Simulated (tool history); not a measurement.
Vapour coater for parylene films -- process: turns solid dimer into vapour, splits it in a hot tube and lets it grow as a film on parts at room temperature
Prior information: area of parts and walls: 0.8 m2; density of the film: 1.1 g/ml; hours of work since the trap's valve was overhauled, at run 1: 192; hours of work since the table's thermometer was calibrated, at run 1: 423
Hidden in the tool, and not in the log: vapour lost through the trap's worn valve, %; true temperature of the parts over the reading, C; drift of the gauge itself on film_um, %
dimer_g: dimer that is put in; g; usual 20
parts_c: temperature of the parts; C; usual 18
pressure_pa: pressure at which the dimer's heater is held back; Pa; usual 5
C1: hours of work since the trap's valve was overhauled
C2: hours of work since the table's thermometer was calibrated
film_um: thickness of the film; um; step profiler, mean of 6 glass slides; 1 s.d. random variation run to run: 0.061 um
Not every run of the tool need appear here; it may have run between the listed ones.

run 1 day=0 | dimer_g=20 parts_c=18 pressure_pa=5 | C1=192 C2=423 | film_um=11.17
run 2 day=1.504 | dimer_g=20 parts_c=18 pressure_pa=5 | C1=206 C2=437 | film_um=11.29
run 3 day=2.712 | dimer_g=20 parts_c=18 pressure_pa=5 | C1=218 C2=449 | film_um=11.22
run 4 day=3.871 | dimer_g=20 parts_c=18 pressure_pa=5 | C1=229 C2=460 | film_um=11.21
run 5 day=5.05 | dimer_g=20 parts_c=18 pressure_pa=5 | C1=240 C2=471 | film_um=11.13
run 6 day=6.633 | dimer_g=20 parts_c=18 pressure_pa=6.52 | C1=256 C2=487 | film_um=10.69
run 7 day=7.638 | dimer_g=20 parts_c=18 pressure_pa=6.52 | C1=265 C2=496 | film_um=10.66
-- day=7.95 trap's valve overhauled
run 8 day=8.675 | dimer_g=20 parts_c=18 pressure_pa=5 | C1=7 C2=505 | film_um=11.89
run 9 day=9.996 | dimer_g=20 parts_c=18 pressure_pa=5 | C1=20 C2=517 | film_um=11.82
run 10 day=10.675 | dimer_g=20 parts_c=18 pressure_pa=5 | C1=26 C2=524 | film_um=11.79
run 11 day=11.708 | dimer_g=20 parts_c=18 pressure_pa=5 | C1=36 C2=534 | film_um=11.83
run 12 day=12.425 | dimer_g=20 parts_c=18 pressure_pa=5 | C1=43 C2=541 | film_um=11.8
run 13 day=13.929 | dimer_g=20 parts_c=18 pressure_pa=5 | C1=58 C2=555 | film_um=11.72
run 14 day=15.479 | dimer_g=20 parts_c=18 pressure_pa=5 | C1=72 C2=570 | film_um=11.78
run 15 day=16.979 | dimer_g=20 parts_c=18 pressure_pa=5 | C1=87 C2=585 | film_um=11.72
run 16 day=18.046 | dimer_g=20 parts_c=29 pressure_pa=8.4 | C1=97 C2=595 | film_um=8.33
run 17 day=19.017 | dimer_g=20 parts_c=29 pressure_pa=8.4 | C1=106 C2=604 | film_um=8.4
run 18 day=20.312 | dimer_g=20 parts_c=29 pressure_pa=8.4 | C1=119 C2=617 | film_um=8.26
run 19 day=21.771 | dimer_g=15 parts_c=26 pressure_pa=8.51 | C1=133 C2=631 | film_um=6.59
run 20 day=23.233 | dimer_g=8 parts_c=14 pressure_pa=8.19 | C1=147 C2=645 | film_um=4.71
run 21 day=24.679 | dimer_g=8 parts_c=14 pressure_pa=8.19 | C1=161 C2=659 | film_um=4.64
run 22 day=25.65 | dimer_g=8 parts_c=14 pressure_pa=8.19 | C1=170 C2=668 | film_um=4.61
run 23 day=26.862 | dimer_g=8 parts_c=14 pressure_pa=8.19 | C1=182 C2=680 | film_um=4.63

Alternative continuations, all from the tool just after run 23; predict every row:
run A day=28.1 | dimer_g=14 parts_c=16 pressure_pa=4.47 | C1=194 C2=692 | film_um=?
run B day=28.1 | dimer_g=25 parts_c=14 pressure_pa=8.19 | C1=194 C2=692 | film_um=?
run C day=28.1 | dimer_g=12 parts_c=14 pressure_pa=5 | C1=194 C2=692 | film_um=?
run D day=28.1 | dimer_g=20 parts_c=13 pressure_pa=5 | C1=194 C2=692 | film_um=?
run E day=28.1 | dimer_g=8 parts_c=22 pressure_pa=10.56 | C1=194 C2=692 | film_um=?

run=A film_um=8.34
run=B film_um=14.29
run=C film_um=7.36
run=D film_um=12.67
run=E film_um=3.7
Without the tool's unlogged condition, the same runs would have read:
run=A film_um=8.78
run=B film_um=15.04
run=C film_um=7.75
run=D film_um=13.33
run=E film_um=3.89
